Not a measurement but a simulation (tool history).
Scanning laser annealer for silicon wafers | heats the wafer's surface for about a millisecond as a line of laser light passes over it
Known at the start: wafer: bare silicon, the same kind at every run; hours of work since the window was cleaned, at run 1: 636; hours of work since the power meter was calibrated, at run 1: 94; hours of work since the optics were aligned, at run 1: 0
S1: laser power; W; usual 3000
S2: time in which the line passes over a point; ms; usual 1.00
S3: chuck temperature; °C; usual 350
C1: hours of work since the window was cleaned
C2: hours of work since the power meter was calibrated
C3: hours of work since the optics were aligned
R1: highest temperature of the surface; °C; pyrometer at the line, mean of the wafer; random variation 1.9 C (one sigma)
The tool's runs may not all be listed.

run	hour	S1	S2	S3	C1	C2	C3	R1
1	0.0	3000	1.00	350	636	94	0	1189
2	4.3	3000	1.00	350	639	96	3	1190
3	10.5	3000	1.00	350	642	100	6	1187
4	18.4	3000	1.00	350	647	105	11	1192
5	26.6	2779	1.00	350	652	109	16	1125
6	35.9	2779	1.00	350	657	115	21	1127
7	42.3	3000	1.00	350	661	119	25	1190
8	51.8	3000	1.00	350	667	124	30	1190
9	60.9	3000	1.00	350	672	130	36	1187
10	65.3	3000	0.70	350	674	132	38	1033
11	70.7	3000	0.70	350	678	135	41	1033
12	80.3	3000	0.70	350	683	141	47	1036
13	85.6	3000	1.00	376	686	144	50	1214
14	93.4	3000	0.70	350	691	149	55	1034
15	100.2	3126	1.03	365	695	153	59	1250
16	108.5	3200	0.72	374	700	157	64	1113
17	114.2	3002	1.04	377	703	161	67	1235
18	123.4	3286	0.91	350	708	166	72	1220
19	131.9	3050	0.99	378	713	171	77	1224
20	137.1	3050	0.99	378	716	174	80	1223
21	141.5	3050	0.99	378	719	177	83	1226
22	146.1	2771	0.72	384	722	179	86	1026
23	153.7	2550	0.72	354	726	184	90	946
24	162.5	2886	0.72	354	731	189	95	1022
25	170.7	2886	0.72	354	736	194	100	1024
26	175.9	2886	0.91	381	739	197	103	1148

Forecast each of these 3 alternatives for the next run:
A	182.8	3190	1.00	350	743	201	107	?
B	182.8	2806	1.04	322	743	201	107	?
C	182.8	2893	0.71	381	743	201	107	?

run	R1
A	1242
B	1126
C	1045
Without the tool's hidden state the same runs would have given:
run	R1
A	1243
B	1127
C	1046

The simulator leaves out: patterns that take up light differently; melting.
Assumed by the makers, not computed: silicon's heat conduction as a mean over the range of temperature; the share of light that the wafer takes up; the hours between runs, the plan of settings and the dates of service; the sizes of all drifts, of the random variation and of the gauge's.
